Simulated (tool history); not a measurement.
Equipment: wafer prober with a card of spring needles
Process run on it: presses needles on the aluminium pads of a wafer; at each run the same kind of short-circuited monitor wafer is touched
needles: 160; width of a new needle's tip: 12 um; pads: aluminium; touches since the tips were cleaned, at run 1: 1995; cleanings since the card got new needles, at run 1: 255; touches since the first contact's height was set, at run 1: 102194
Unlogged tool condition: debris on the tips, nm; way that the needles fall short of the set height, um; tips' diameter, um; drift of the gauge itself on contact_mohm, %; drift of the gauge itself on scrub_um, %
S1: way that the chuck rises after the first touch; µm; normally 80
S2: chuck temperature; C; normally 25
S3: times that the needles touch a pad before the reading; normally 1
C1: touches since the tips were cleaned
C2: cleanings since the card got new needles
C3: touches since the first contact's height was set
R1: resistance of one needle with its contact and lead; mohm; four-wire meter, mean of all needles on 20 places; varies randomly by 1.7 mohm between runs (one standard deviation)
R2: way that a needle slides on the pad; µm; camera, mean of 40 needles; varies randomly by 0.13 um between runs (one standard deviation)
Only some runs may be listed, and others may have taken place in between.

| run | hour | S1 | S2 | S3 | C1 | C2 | C3 | R1 | R2 |
|---|---|---|---|---|---|---|---|---|---|
| 1 | 0.0 | 80 | 25 | 1 | 1995 | 255 | 102194 | 181 | 16.85 |
|  | 8.4 | tips cleaned on abrasive film |
|  | 19.5 | tips cleaned on abrasive film |
|  | 30.6 | tips cleaned on abrasive film |
|  | 41.7 | tips cleaned on abrasive film |
|  | 52.8 | tips cleaned on abrasive film |
|  | 63.9 | tips cleaned on abrasive film |
|  | 75.0 | tips cleaned on abrasive film |
|  | 86.1 | tips cleaned on abrasive film |
| 2 | 88.7 | 70 | 25 | 1 | 1577 | 263 | 155541 | 186 | 14.58 |
|  | 99.8 | tips cleaned on abrasive film |
|  | 110.9 | tips cleaned on abrasive film |
|  | 122.0 | tips cleaned on abrasive film |
|  | 135.9 | tips cleaned on abrasive film |
|  | 147.0 | tips cleaned on abrasive film |
|  | 160.8 | tips cleaned on abrasive film |
|  | 171.9 | tips cleaned on abrasive film |
|  | 184.5 | tips cleaned on abrasive film |
| 3 | 184.5 | 70 | 25 | 1 | 0 | 271 | 213217 | 169 | 14.17 |
|  | 198.4 | tips cleaned on abrasive film |
|  | 212.2 | tips cleaned on abrasive film |
|  | 223.3 | tips cleaned on abrasive film |
| 4 | 231.5 | 70 | 25 | 1 | 4954 | 274 | 241549 | 208 | 14.17 |
|  | 237.1 | tips cleaned on abrasive film |
|  | 245.6 | height of the first contact set anew |
|  | 248.5 | tips cleaned on abrasive film |
|  | 259.6 | tips cleaned on abrasive film |
|  | 270.7 | tips cleaned on abrasive film |
|  | 281.8 | tips cleaned on abrasive film |
|  | 295.7 | tips cleaned on abrasive film |
|  | 306.8 | tips cleaned on abrasive film |
|  | 320.6 | tips cleaned on abrasive film |
|  | 331.7 | tips cleaned on abrasive film |
| 5 | 335.6 | 70 | 25 | 1 | 2350 | 283 | 54119 | 188 | 14.50 |
|  | 343.9 | tips cleaned on abrasive film |
|  | 355.1 | tips cleaned on abrasive film |
|  | 366.2 | tips cleaned on abrasive film |
|  | 380.0 | tips cleaned on abrasive film |
|  | 391.1 | tips cleaned on abrasive film |
|  | 405.0 | tips cleaned on abrasive film |
|  | 416.1 | tips cleaned on abrasive film |
| 6 | 426.7 | 70 | 25 | 1 | 6429 | 290 | 108979 | 211 | 14.57 |
|  | 429.5 | tips cleaned on abrasive film |
|  | 440.6 | tips cleaned on abrasive film |
|  | 451.7 | tips cleaned on abrasive film |
|  | 465.6 | tips cleaned on abrasive film |
|  | 476.7 | tips cleaned on abrasive film |
|  | 487.8 | tips cleaned on abrasive film |
|  | 498.9 | tips cleaned on abrasive film |
|  | 510.0 | tips cleaned on abrasive film |
|  | 521.1 | tips cleaned on abrasive film |
| 7 | 523.0 | 80 | 25 | 1 | 1151 | 299 | 166909 | 181 | 16.50 |
|  | 534.1 | tips cleaned on abrasive film |
|  | 545.2 | tips cleaned on abrasive film |
|  | 559.1 | tips cleaned on abrasive film |
|  | 572.9 | tips cleaned on abrasive film |
| 8 | 577.7 | 80 | 25 | 1 | 2902 | 303 | 199871 | 186 | 16.41 |
|  | 586.1 | tips cleaned on abrasive film |
|  | 599.9 | tips cleaned on abrasive film |
|  | 611.0 | tips cleaned on abrasive film |
|  | 622.1 | tips cleaned on abrasive film |
|  | 633.2 | tips cleaned on abrasive film |
|  | 644.3 | tips cleaned on abrasive film |
| 9 | 652.0 | 80 | 25 | 1 | 4640 | 309 | 244591 | 198 | 16.22 |
|  | 657.6 | tips cleaned on abrasive film |
|  | 663.4 | height of the first contact set anew |
|  | 671.7 | tips cleaned on abrasive film |
|  | 685.6 | tips cleaned on abrasive film |
|  | 699.5 | tips cleaned on abrasive film |
|  | 710.6 | tips cleaned on abrasive film |
|  | 721.7 | tips cleaned on abrasive film |
|  | 732.8 | tips cleaned on abrasive film |
| 10 | 733.2 | 80 | 25 | 1 | 266 | 316 | 42016 | 172 | 16.82 |
|  | 744.3 | tips cleaned on abrasive film |
|  | 758.2 | tips cleaned on abrasive film |
|  | 769.3 | tips cleaned on abrasive film |
|  | 781.0 | tips cleaned on abrasive film |
| 11 | 781.0 | 80 | 25 | 1 | 0 | 320 | 70757 | 171 | 16.87 |
|  | 794.8 | tips cleaned on abrasive film |
|  | 808.7 | tips cleaned on abrasive film |
|  | 819.8 | tips cleaned on abrasive film |
|  | 830.9 | tips cleaned on abrasive film |
|  | 844.7 | tips cleaned on abrasive film |
|  | 855.8 | tips cleaned on abrasive film |
| 12 | 862.0 | 60 | 35 | 2 | 3735 | 326 | 119581 | 195 | 12.44 |
|  | 867.6 | tips cleaned on abrasive film |
|  | 878.7 | tips cleaned on abrasive film |
|  | 889.8 | tips cleaned on abrasive film |
|  | 903.7 | tips cleaned on abrasive film |
|  | 914.8 | tips cleaned on abrasive film |
|  | 925.9 | tips cleaned on abrasive film |
|  | 937.0 | tips cleaned on abrasive film |
|  | 950.8 | tips cleaned on abrasive film |
|  | 961.9 | tips cleaned on abrasive film |
| 13 | 965.6 | 71 | 35 | 2 | 2216 | 335 | 181915 | 187 | 14.60 |
|  | 973.9 | tips cleaned on abrasive film |
|  | 985.0 | tips cleaned on abrasive film |
|  | 998.9 | tips cleaned on abrasive film |
|  | 1012.7 | tips cleaned on abrasive film |
|  | 1023.9 | tips cleaned on abrasive film |
|  | 1035.0 | tips cleaned on abrasive film |
| 14 | 1045.1 | 80 | 27 | 2 | 6151 | 341 | 229816 | 193 | 16.39 |
|  | 1047.9 | tips cleaned on abrasive film |
|  | 1061.8 | tips cleaned on abrasive film |
|  | 1072.9 | tips cleaned on abrasive film |
|  | 1078.7 | height of the first contact set anew |
|  | 1087.1 | tips cleaned on abrasive film |
|  | 1098.2 | tips cleaned on abrasive film |
| 15 | 1106.9 | 61 | 27 | 2 | 5315 | 346 | 17005 | 200 | 12.97 |
|  | 1109.8 | tips cleaned on abrasive film |
|  | 1123.6 | tips cleaned on abrasive film |
|  | 1134.7 | tips cleaned on abrasive film |
|  | 1148.6 | tips cleaned on abrasive film |
| 16 | 1150.7 | 80 | 63 | 1 | 1298 | 350 | 43351 | 188 | 16.79 |
|  | 1161.8 | tips cleaned on abrasive film |
|  | 1172.9 | tips cleaned on abrasive film |
|  | 1186.8 | tips cleaned on abrasive film |
|  | 1197.9 | tips cleaned on abrasive film |
|  | 1209.0 | tips cleaned on abrasive film |
|  | 1220.1 | tips cleaned on abrasive film |
| 17 | 1230.1 | 80 | 63 | 1 | 6040 | 356 | 91141 | 209 | 16.75 |

Forecast run 18:
|  | 1232.9 | tips cleaned on abrasive film |
|  | 1244.0 | tips cleaned on abrasive film |
|  | 1257.9 | tips cleaned on abrasive film |
|  | 1271.7 | tips cleaned on abrasive film |
| 18 | 1278.2 | 80 | 37 | 1 | 3927 | 360 | 120119 | ? | ? |

Run 18 measured R1 200 mohm, R2 16.66 µm.
Were there no unlogged condition in the tool, this run, its random variation unchanged, would have produced R1 170 mohm, R2 17.05 µm.

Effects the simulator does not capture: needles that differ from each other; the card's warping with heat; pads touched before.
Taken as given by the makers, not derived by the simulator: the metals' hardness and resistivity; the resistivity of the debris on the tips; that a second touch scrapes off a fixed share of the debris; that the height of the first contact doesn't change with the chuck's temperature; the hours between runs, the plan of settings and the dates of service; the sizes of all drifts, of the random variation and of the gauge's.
